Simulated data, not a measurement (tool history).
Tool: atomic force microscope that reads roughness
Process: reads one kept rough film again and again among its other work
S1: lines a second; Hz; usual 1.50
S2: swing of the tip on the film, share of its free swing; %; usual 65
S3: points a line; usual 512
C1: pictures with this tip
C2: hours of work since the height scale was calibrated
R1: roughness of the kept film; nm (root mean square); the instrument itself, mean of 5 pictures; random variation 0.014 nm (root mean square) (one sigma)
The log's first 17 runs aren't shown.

run,hour,S1,S2,S3,C1,C2,R1
# hour 236.3: new tip fitted
18,238.3,1.50,65,602,3,617,3.362
19,248.8,1.50,73,512,16,624,3.321
20,263.4,3.63,61,527,34,634,3.281
21,281.4,1.33,61,814,57,647,3.429
22,289.7,1.33,61,814,67,652,3.440
23,308.3,1.33,61,814,90,665,3.449
# hour 314.2: new tip fitted
24,318.5,1.50,80,512,5,671,3.215
25,334.8,1.50,80,512,25,682,3.232
26,351.5,1.50,63,512,46,694,3.415
27,367.8,0.84,55,396,67,705,3.439
28,378.5,0.84,75,266,80,712,3.301
29,389.7,1.31,81,278,94,720,3.165
# hour 392.7: new tip fitted
30,407.1,3.92,65,512,18,731,3.204
31,419.3,3.89,56,512,33,739,3.357
32,428.2,1.50,56,512,44,745,3.429
33,445.6,0.67,80,893,66,757,3.397
34,463.7,0.74,65,344,89,770,3.387
# hour 471.4: new tip fitted
35,477.6,0.74,65,344,8,779,3.407
36,488.2,0.57,65,729,21,786,3.482
37,507.3,0.52,87,298,45,799,3.295

Forecast each of these 5 alternatives for the next run:
A,524.3,1.06,62,810,66,810,?
B,524.3,2.75,65,931,66,810,?
C,524.3,3.53,65,845,66,810,?
D,524.3,0.52,78,866,66,810,?
E,524.3,0.73,68,755,66,810,?

run,R1
A,3.455
B,3.308
C,3.228
D,3.451
E,3.455
Without the tool's hidden state the same runs would have given:
run,R1
A,3.463
B,3.315
C,3.236
D,3.458
E,3.462
